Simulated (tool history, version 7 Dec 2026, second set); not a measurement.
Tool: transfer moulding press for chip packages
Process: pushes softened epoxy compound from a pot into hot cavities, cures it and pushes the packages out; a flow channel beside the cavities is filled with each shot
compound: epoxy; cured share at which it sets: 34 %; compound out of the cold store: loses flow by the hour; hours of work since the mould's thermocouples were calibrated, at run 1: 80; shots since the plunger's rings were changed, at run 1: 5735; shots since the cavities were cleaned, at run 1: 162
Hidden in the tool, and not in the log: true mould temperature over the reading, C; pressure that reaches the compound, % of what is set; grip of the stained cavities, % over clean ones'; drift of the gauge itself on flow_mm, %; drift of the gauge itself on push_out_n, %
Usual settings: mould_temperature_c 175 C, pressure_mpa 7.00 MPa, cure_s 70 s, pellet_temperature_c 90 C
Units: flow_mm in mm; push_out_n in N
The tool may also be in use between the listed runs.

| run | hour | mould_temperature_c | pressure_mpa | cure_s | pellet_temperature_c | hours of work since the mould's thermocouples were calibrated | shots since the plunger's rings were changed | shots since the cavities were cleaned | incoming compound's hours out of the cold store | flow_mm | push_out_n |
|---|---|---|---|---|---|---|---|---|---|---|---|
| 1 | 0.0 | 175 | 7.00 | 70 | 90 | 80 | 5735 | 162 | 29.7 | 818 | 701 |
|  | 23.9 | cavities cleaned with cleaning compound and waxed |
|  | 31.6 | plunger's sealing rings changed |
|  | 56.0 | cavities cleaned with cleaning compound and waxed |
| 2 | 70.4 | 175 | 7.00 | 70 | 90 | 121 | 580 | 225 | 24.4 | 904 | 763 |
|  | 86.1 | cavities cleaned with cleaning compound and waxed |
|  | 119.0 | cavities cleaned with cleaning compound and waxed |
| 3 | 125.2 | 175 | 7.00 | 70 | 90 | 154 | 1384 | 97 | 41.6 | 810 | 624 |
|  | 150.3 | cavities cleaned with cleaning compound and waxed |
| 4 | 159.1 | 175 | 7.00 | 70 | 90 | 174 | 1888 | 137 | 47.7 | 790 | 625 |
|  | 182.4 | cavities cleaned with cleaning compound and waxed |
|  | 211.5 | cavities cleaned with cleaning compound and waxed |
| 5 | 226.4 | 175 | 7.00 | 70 | 90 | 215 | 2886 | 230 | 47.6 | 782 | 684 |
|  | 243.6 | cavities cleaned with cleaning compound and waxed |
|  | 277.2 | cavities cleaned with cleaning compound and waxed |
| 6 | 285.7 | 175 | 7.00 | 70 | 90 | 250 | 3762 | 131 | 36.4 | 820 | 692 |
|  | 310.7 | cavities cleaned with cleaning compound and waxed |
| 7 | 321.1 | 175 | 7.00 | 70 | 90 | 272 | 4289 | 162 | 38.9 | 791 | 693 |
|  | 340.8 | cavities cleaned with cleaning compound and waxed |
|  | 373.1 | cavities cleaned with cleaning compound and waxed |
| 8 | 389.1 | 175 | 7.00 | 70 | 87 | 313 | 5299 | 248 | 47.5 | 755 | 695 |
|  | 404.0 | cavities cleaned with cleaning compound and waxed |
|  | 433.8 | cavities cleaned with cleaning compound and waxed |
|  | 449.0 | plunger's sealing rings changed |
| 9 | 449.0 | 175 | 5.90 | 70 | 90 | 347 | 0 | 197 | 34.7 | 802 | 703 |
|  | 467.1 | cavities cleaned with cleaning compound and waxed |
|  | 500.1 | cavities cleaned with cleaning compound and waxed |
| 10 | 523.3 | 175 | 7.00 | 70 | 90 | 392 | 1108 | 360 | 14.1 | 944 | 879 |
|  | 529.8 | cavities cleaned with cleaning compound and waxed |
|  | 559.2 | cavities cleaned with cleaning compound and waxed |
| 11 | 562.8 | 175 | 7.00 | 70 | 90 | 415 | 1676 | 55 | 28.4 | 885 | 664 |
|  | 589.5 | cavities cleaned with cleaning compound and waxed |
|  | 622.9 | cavities cleaned with cleaning compound and waxed |
| 12 | 634.8 | 175 | 7.00 | 70 | 93 | 458 | 2749 | 185 | 36.6 | 825 | 707 |
|  | 652.0 | cavities cleaned with cleaning compound and waxed |
| 13 | 669.9 | 178 | 5.51 | 107 | 84 | 480 | 3271 | 278 | 9.0 | 825 | 384 |
|  | 682.0 | cavities cleaned with cleaning compound and waxed |
|  | 713.3 | cavities cleaned with cleaning compound and waxed |
| 14 | 716.3 | 174 | 7.00 | 70 | 96 | 507 | 3946 | 48 | 19.8 | 882 | 683 |
|  | 745.7 | cavities cleaned with cleaning compound and waxed |
| 15 | 766.4 | 174 | 7.00 | 70 | 96 | 538 | 4702 | 323 | 43.6 | 790 | 779 |
|  | 780.4 | cavities cleaned with cleaning compound and waxed |
|  | 810.3 | cavities cleaned with cleaning compound and waxed |
| 16 | 810.3 | 174 | 5.64 | 70 | 96 | 563 | 5337 | 0 | 28.4 | 745 | 676 |
|  | 840.9 | cavities cleaned with cleaning compound and waxed |
|  | 866.9 | plunger's sealing rings changed |
|  | 875.1 | cavities cleaned with cleaning compound and waxed |
| 17 | 877.7 | 176 | 7.00 | 80 | 83 | 602 | 144 | 39 | 13.6 | 980 | 515 |
|  | 905.1 | cavities cleaned with cleaning compound and waxed |
|  | 935.4 | cavities cleaned with cleaning compound and waxed |
| 18 | 948.6 | 176 | 7.00 | 80 | 83 | 645 | 1201 | 206 | 17.2 | 932 | 559 |
|  | 966.9 | cavities cleaned with cleaning compound and waxed |
|  | 1000.5 | cavities cleaned with cleaning compound and waxed |
| 19 | 1010.4 | 176 | 7.00 | 80 | 83 | 682 | 2114 | 154 | 26.3 | 889 | 500 |
|  | 1032.6 | cavities cleaned with cleaning compound and waxed |
|  | 1043.5 | mould's thermocouples calibrated |
| 20 | 1050.3 | 175 | 6.98 | 70 | 89 | 4 | 2680 | 245 | 23.3 | 874 | 722 |
|  | 1064.7 | cavities cleaned with cleaning compound and waxed |
|  | 1095.6 | cavities cleaned with cleaning compound and waxed |
| 21 | 1111.0 | 180 | 7.39 | 97 | 82 | 41 | 3576 | 239 | 14.3 | 935 | 388 |
|  | 1124.8 | cavities cleaned with cleaning compound and waxed |
| 22 | 1148.3 | 180 | 7.39 | 97 | 82 | 63 | 4134 | 366 | 23.1 | 871 | 409 |
|  | 1156.9 | cavities cleaned with cleaning compound and waxed |
| 23 | 1183.2 | 175 | 7.00 | 70 | 82 | 84 | 4652 | 409 | 14.2 | 908 | 869 |

Forecast each of these 5 alternatives for the next run:
|  | 1190.4 | cavities cleaned with cleaning compound and waxed |
|  | 1224.0 | cavities cleaned with cleaning compound and waxed |
| A | 1238.4 | 175 | 7.00 | 98 | 90 | 117 | 5464 | 224 | 39.9 | ? | ? |
|  | 1190.4 | cavities cleaned with cleaning compound and waxed |
|  | 1224.0 | cavities cleaned with cleaning compound and waxed |
| B | 1238.4 | 175 | 6.91 | 70 | 85 | 117 | 5464 | 224 | 9.2 | ? | ? |
|  | 1190.4 | cavities cleaned with cleaning compound and waxed |
|  | 1224.0 | cavities cleaned with cleaning compound and waxed |
| C | 1238.4 | 175 | 6.72 | 70 | 82 | 117 | 5464 | 224 | 8.3 | ? | ? |
|  | 1190.4 | cavities cleaned with cleaning compound and waxed |
|  | 1224.0 | cavities cleaned with cleaning compound and waxed |
| D | 1238.4 | 177 | 7.00 | 70 | 90 | 117 | 5464 | 224 | 33.0 | ? | ? |
|  | 1190.4 | cavities cleaned with cleaning compound and waxed |
|  | 1224.0 | cavities cleaned with cleaning compound and waxed |
| E | 1238.4 | 178 | 6.94 | 59 | 90 | 117 | 5464 | 224 | 13.2 | ? | ? |

| run | flow_mm | push_out_n |
|---|---|---|
| A | 788 | 390 |
| B | 927 | 788 |
| C | 915 | 807 |
| D | 805 | 614 |
| E | 885 | 996 |
Without the tool's hidden state the same runs would have given:
| run | flow_mm | push_out_n |
|---|---|---|
| A | 852 | 345 |
| B | 1002 | 696 |
| C | 990 | 713 |
| D | 871 | 543 |
| E | 957 | 880 |

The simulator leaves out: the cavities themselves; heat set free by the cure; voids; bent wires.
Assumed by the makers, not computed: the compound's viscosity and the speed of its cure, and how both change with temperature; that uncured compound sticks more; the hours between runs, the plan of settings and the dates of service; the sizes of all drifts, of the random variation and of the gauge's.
